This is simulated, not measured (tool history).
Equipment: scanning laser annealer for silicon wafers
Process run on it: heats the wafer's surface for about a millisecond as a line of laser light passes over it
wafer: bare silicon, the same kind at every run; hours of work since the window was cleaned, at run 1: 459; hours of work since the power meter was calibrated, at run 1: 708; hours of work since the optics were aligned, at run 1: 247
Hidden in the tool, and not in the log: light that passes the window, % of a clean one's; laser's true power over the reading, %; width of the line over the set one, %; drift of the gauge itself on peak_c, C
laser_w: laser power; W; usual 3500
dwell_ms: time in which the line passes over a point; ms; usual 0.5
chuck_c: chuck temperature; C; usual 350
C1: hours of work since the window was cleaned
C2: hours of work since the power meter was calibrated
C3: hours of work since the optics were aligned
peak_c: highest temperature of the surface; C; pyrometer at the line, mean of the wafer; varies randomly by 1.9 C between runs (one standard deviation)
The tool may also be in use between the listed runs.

{"run": 1, "hour": 0.0, "laser_w": 3500, "dwell_ms": 0.5, "chuck_c": 350, "C1": 459, "C2": 708, "C3": 247, "peak_c": 1149}
{"run": 2, "hour": 30.1, "laser_w": 3500, "dwell_ms": 0.5, "chuck_c": 350, "C1": 476, "C2": 725, "C3": 264, "peak_c": 1153}
{"run": 3, "hour": 49.5, "laser_w": 3500, "dwell_ms": 0.5, "chuck_c": 350, "C1": 487, "C2": 736, "C3": 275, "peak_c": 1150}
{"run": 4, "hour": 81.9, "laser_w": 3500, "dwell_ms": 0.5, "chuck_c": 350, "C1": 504, "C2": 754, "C3": 292, "peak_c": 1148}
{"hour": 96.5, "done": "window over the wafer cleaned"}
{"run": 5, "hour": 99.5, "laser_w": 3834, "dwell_ms": 0.5, "chuck_c": 350, "C1": 2, "C2": 762, "C3": 301, "peak_c": 1265}
{"run": 6, "hour": 116.1, "laser_w": 3834, "dwell_ms": 0.5, "chuck_c": 350, "C1": 11, "C2": 771, "C3": 310, "peak_c": 1267}
{"run": 7, "hour": 130.1, "laser_w": 3500, "dwell_ms": 0.5, "chuck_c": 350, "C1": 18, "C2": 779, "C3": 318, "peak_c": 1188}
{"run": 8, "hour": 154.5, "laser_w": 3500, "dwell_ms": 0.5, "chuck_c": 350, "C1": 32, "C2": 792, "C3": 331, "peak_c": 1186}
{"run": 9, "hour": 170.1, "laser_w": 3500, "dwell_ms": 0.5, "chuck_c": 350, "C1": 41, "C2": 801, "C3": 340, "peak_c": 1184}
{"run": 10, "hour": 187.7, "laser_w": 3500, "dwell_ms": 0.5, "chuck_c": 350, "C1": 50, "C2": 811, "C3": 350, "peak_c": 1185}
{"run": 11, "hour": 213.1, "laser_w": 3500, "dwell_ms": 0.5, "chuck_c": 350, "C1": 64, "C2": 825, "C3": 364, "peak_c": 1180}
{"run": 12, "hour": 243.9, "laser_w": 3500, "dwell_ms": 0.5, "chuck_c": 350, "C1": 81, "C2": 842, "C3": 381, "peak_c": 1182}
{"run": 13, "hour": 267.1, "laser_w": 3500, "dwell_ms": 0.5, "chuck_c": 350, "C1": 94, "C2": 854, "C3": 393, "peak_c": 1180}
{"run": 14, "hour": 287.7, "laser_w": 3640, "dwell_ms": 0.56, "chuck_c": 339, "C1": 105, "C2": 866, "C3": 405, "peak_c": 1259}
{"run": 15, "hour": 304.1, "laser_w": 3590, "dwell_ms": 0.441, "chuck_c": 357, "C1": 114, "C2": 875, "C3": 414, "peak_c": 1147}

The next listed run, before its measurement:
{"run": 16, "hour": 325.4, "laser_w": 3590, "dwell_ms": 0.441, "chuck_c": 357, "C1": 126, "C2": 886, "C3": 425, "peak_c": "?"}

Run 16 measured peak_c 1147 C.
Had the tool carried no hidden state, the very same run would have given peak_c 1161 C.

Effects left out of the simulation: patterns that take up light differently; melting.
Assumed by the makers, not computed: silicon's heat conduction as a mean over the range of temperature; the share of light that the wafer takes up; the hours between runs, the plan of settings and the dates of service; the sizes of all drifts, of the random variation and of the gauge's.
